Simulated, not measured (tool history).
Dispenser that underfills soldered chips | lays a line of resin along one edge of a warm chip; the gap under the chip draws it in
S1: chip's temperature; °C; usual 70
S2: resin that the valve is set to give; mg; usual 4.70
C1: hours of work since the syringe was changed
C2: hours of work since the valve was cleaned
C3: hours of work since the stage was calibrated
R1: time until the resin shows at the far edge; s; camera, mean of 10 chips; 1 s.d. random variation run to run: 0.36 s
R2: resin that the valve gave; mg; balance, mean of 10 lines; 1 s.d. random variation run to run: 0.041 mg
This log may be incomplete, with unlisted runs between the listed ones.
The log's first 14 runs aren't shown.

run,day,S1,S2,C1,C2,C3,R1,R2
# day 6.279: new syringe of resin
15,6.358,67,4.70,1,10,372,24.0,4.72
# day 6.704: new syringe of resin
16,6.725,71,4.70,0,16,377,17.9,4.62
17,7.012,70,4.70,5,20,382,24.1,4.67
# day 7.146: new syringe of resin
# day 7.575: new syringe of resin
18,7.575,70,4.70,0,28,389,18.1,4.58
# day 8.025: new syringe of resin
19,8.133,66,4.83,2,36,397,25.6,4.67
# day 8.488: new syringe of resin
20,8.675,66,4.83,3,43,405,27.3,4.59
# day 8.912: new syringe of resin
21,9.271,66,4.83,5,52,414,30.9,4.62
# day 9.354: new syringe of resin
22,9.658,62,5.90,4,57,419,36.5,5.61
# day 9.800: new syringe of resin
23,10.162,62,5.90,5,64,426,38.2,5.64
# day 10.225: new syringe of resin
24,10.512,66,5.10,4,69,431,29.4,4.90
# day 10.667: new syringe of resin
25,10.900,82,5.53,3,75,437,12.2,5.18
# day 11.092: new syringe of resin
26,11.396,82,4.50,4,82,444,12.8,4.27
# day 11.562: new syringe of resin
27,11.829,63,4.93,4,88,450,34.9,4.54
# day 11.988: new syringe of resin
28,12.208,67,5.97,3,93,455,25.8,5.51
# day 12.421: new syringe of resin
# day 12.500: dispensing valve cleaned and set on the balance
29,12.817,75,5.64,5,5,463,18.9,5.55
# day 12.908: new syringe of resin
# day 13.383: new syringe of resin
30,13.421,56,6.05,1,13,472,41.5,5.90
# day 13.812: new syringe of resin
31,14.050,70,5.98,3,22,481,21.9,5.82
# day 14.242: new syringe of resin
32,14.425,82,4.64,3,27,486,11.0,4.53
# day 14.675: new syringe of resin
33,14.992,82,4.64,5,35,494,13.2,4.55
# day 15.100: new syringe of resin
# day 15.529: new syringe of resin
34,15.529,71,5.87,0,43,501,16.8,5.66

Alternative continuations, all from the tool just after run 34; predict every row:
A,15.879,71,4.40,5,48,507,?,?
B,15.879,70,5.97,5,48,507,?,?
C,15.879,71,4.81,5,48,507,?,?

run,R1,R2
A,25.4,4.22
B,24.6,5.72
C,23.8,4.61
What these runs would have given with no unlogged condition in the tool:
run,R1,R2
A,20.4,4.41
B,19.8,5.98
C,19.0,4.82
